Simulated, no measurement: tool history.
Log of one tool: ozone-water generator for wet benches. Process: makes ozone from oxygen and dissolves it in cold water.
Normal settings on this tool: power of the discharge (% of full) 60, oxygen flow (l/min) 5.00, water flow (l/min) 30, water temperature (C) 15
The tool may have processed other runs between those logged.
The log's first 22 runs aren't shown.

| run | hour | power of the discharge (% of full) | oxygen flow (l/min) | water flow (l/min) | water temperature (C) | hours of work since the electrodes were changed | hours of work since the contactor was cleaned | hours of work since the thermometer was calibrated | dissolved ozone (ppm) | ozone in the gas ahead of the water (g/m3) |
|---|---|---|---|---|---|---|---|---|---|---|
| 23 | 2580.3 | 60 | 8.56 | 21 | 8 | 6388 | 2322 | 1473 | 14.9 | 110.7 |
| 24 | 2719.8 | 60 | 8.56 | 21 | 8 | 6504 | 2438 | 1589 | 14.8 | 110.6 |
| 25 | 2838.2 | 60 | 8.56 | 21 | 8 | 6602 | 2536 | 1687 | 14.9 | 110.1 |
| 26 | 2908.1 | 72 | 2.88 | 21 | 9 | 6660 | 2595 | 1745 | 12.2 | 187.5 |
| 27 | 2994.7 | 74 | 7.76 | 21 | 9 | 6732 | 2667 | 1817 | 16.1 | 129.7 |
| 28 | 3141.0 | 50 | 4.50 | 26 | 20 | 6854 | 2788 | 1939 | 8.4 | 127.5 |
| 29 | 3297.7 | 50 | 4.50 | 26 | 20 | 6984 | 2918 | 2069 | 8.5 | 126.6 |
| 30 | 3391.3 | 60 | 5.00 | 33 | 19 | 7062 | 2996 | 2147 | 7.9 | 134.3 |
| 31 | 3533.0 | 41 | 2.83 | 37 | 9 | 7179 | 3114 | 2264 | 4.9 | 135.6 |
| 32 | 3622.1 | 60 | 3.27 | 26 | 15 | 7253 | 3188 | 2338 | 8.9 | 159.8 |

Alternative continuations, all from the tool just after run 32; predict every row:
| A | 3719.6 | 60 | 5.00 | 24 | 15 | 7335 | 3269 | 2420 | ? | ? |
| B | 3719.6 | 60 | 6.44 | 30 | 15 | 7335 | 3269 | 2420 | ? | ? |
| C | 3719.6 | 60 | 3.27 | 19 | 7 | 7335 | 3269 | 2420 | ? | ? |
| D | 3719.6 | 79 | 5.27 | 21 | 15 | 7335 | 3269 | 2420 | ? | ? |
| E | 3719.6 | 47 | 5.00 | 30 | 7 | 7335 | 3269 | 2420 | ? | ? |

| run | dissolved ozone (ppm) | ozone in the gas ahead of the water (g/m3) |
|---|---|---|
| A | 10.9 | 134.4 |
| B | 9.6 | 122.1 |
| C | 12.8 | 158.9 |
| D | 14.0 | 155.6 |
| E | 8.0 | 118.3 |
Without the tool's unlogged condition, the same runs would have read:
| run | dissolved ozone (ppm) | ozone in the gas ahead of the water (g/m3) |
|---|---|---|
| A | 12.9 | 151.6 |
| B | 11.3 | 137.8 |
| C | 15.1 | 179.3 |
| D | 17.0 | 179.7 |
| E | 9.4 | 130.8 |
